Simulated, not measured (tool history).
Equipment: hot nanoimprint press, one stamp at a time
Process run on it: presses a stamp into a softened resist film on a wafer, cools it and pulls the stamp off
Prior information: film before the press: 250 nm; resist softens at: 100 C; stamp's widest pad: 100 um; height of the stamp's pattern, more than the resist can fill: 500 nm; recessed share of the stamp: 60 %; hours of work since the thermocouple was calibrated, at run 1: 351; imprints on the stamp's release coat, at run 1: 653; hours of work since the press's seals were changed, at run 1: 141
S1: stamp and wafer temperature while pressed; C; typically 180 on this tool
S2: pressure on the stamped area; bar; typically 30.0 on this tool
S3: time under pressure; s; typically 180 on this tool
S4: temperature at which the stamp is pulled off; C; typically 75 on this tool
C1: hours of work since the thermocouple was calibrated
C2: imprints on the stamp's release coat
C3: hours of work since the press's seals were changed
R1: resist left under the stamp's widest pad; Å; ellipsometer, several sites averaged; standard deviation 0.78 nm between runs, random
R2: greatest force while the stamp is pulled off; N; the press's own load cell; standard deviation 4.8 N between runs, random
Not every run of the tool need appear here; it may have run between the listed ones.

run,hour,S1,S2,S3,S4,C1,C2,C3,R1,R2
1,0.0,180,30.0,180,75,351,653,141,1104,236
2,16.1,180,30.0,283,75,360,709,150,915,222
3,28.3,180,30.0,283,75,367,752,158,927,233
4,50.1,180,30.0,283,75,380,828,171,921,228
5,66.2,180,31.3,180,75,390,884,180,1075,242
6,79.1,180,31.3,180,75,398,930,188,1075,240
7,97.4,180,31.3,225,75,408,994,199,975,242
8,116.5,180,31.3,225,75,420,1061,210,994,228
9,130.1,180,31.3,225,75,428,1108,218,983,245
10,141.3,180,31.3,225,75,435,1148,225,989,229
11,158.9,180,31.3,225,75,445,1209,235,977,236
12,175.6,180,31.3,225,75,455,1268,245,982,241
13,189.6,180,30.0,104,75,463,1317,254,1346,234
14,203.0,180,30.0,148,75,471,1364,262,1180,232
15,216.5,180,30.0,180,75,479,1411,270,1098,229
16,227.7,180,30.0,180,75,486,1451,276,1105,231
17,238.5,178,30.0,198,75,492,1488,283,1162,240
18,249.3,178,30.0,198,75,499,1526,289,1154,239
19,262.6,178,30.0,198,76,507,1573,297,1179,231
20,272.8,191,18.0,114,71,513,1609,303,1030,244
21,282.5,191,18.0,114,71,518,1643,309,1024,248
22,304.3,180,32.7,213,75,531,1719,322,992,237
23,315.9,187,20.0,136,68,538,1760,329,1083,256
24,338.7,178,30.0,180,75,552,1840,342,1193,230
25,355.8,178,43.2,348,75,562,1900,352,784,240
26,369.0,178,44.4,348,75,570,1946,360,769,247
# hour 376.2: plate thermocouple calibrated
27,387.0,180,39.8,218,75,6,1998,369,892,236
28,410.0,170,28.1,193,78,20,2079,383,1664,220
29,431.5,184,28.1,193,78,33,2154,395,922,229

Forecast each of these 5 alternatives for the next run:
A,453.5,186,28.9,180,78,46,2231,408,?,?
B,453.5,180,31.4,180,75,46,2231,408,?,?
C,453.5,189,19.1,193,70,46,2231,408,?,?
D,453.5,184,28.1,193,75,46,2231,408,?,?
E,453.5,188,30.0,317,75,46,2231,408,?,?

run,R1,R2
A,850,228
B,1073,231
C,885,250
D,910,237
E,597,233
Had the tool no hidden state, the same runs would have come out as:
run,R1,R2
A,850,226
B,1072,229
C,885,248
D,910,235
E,597,231
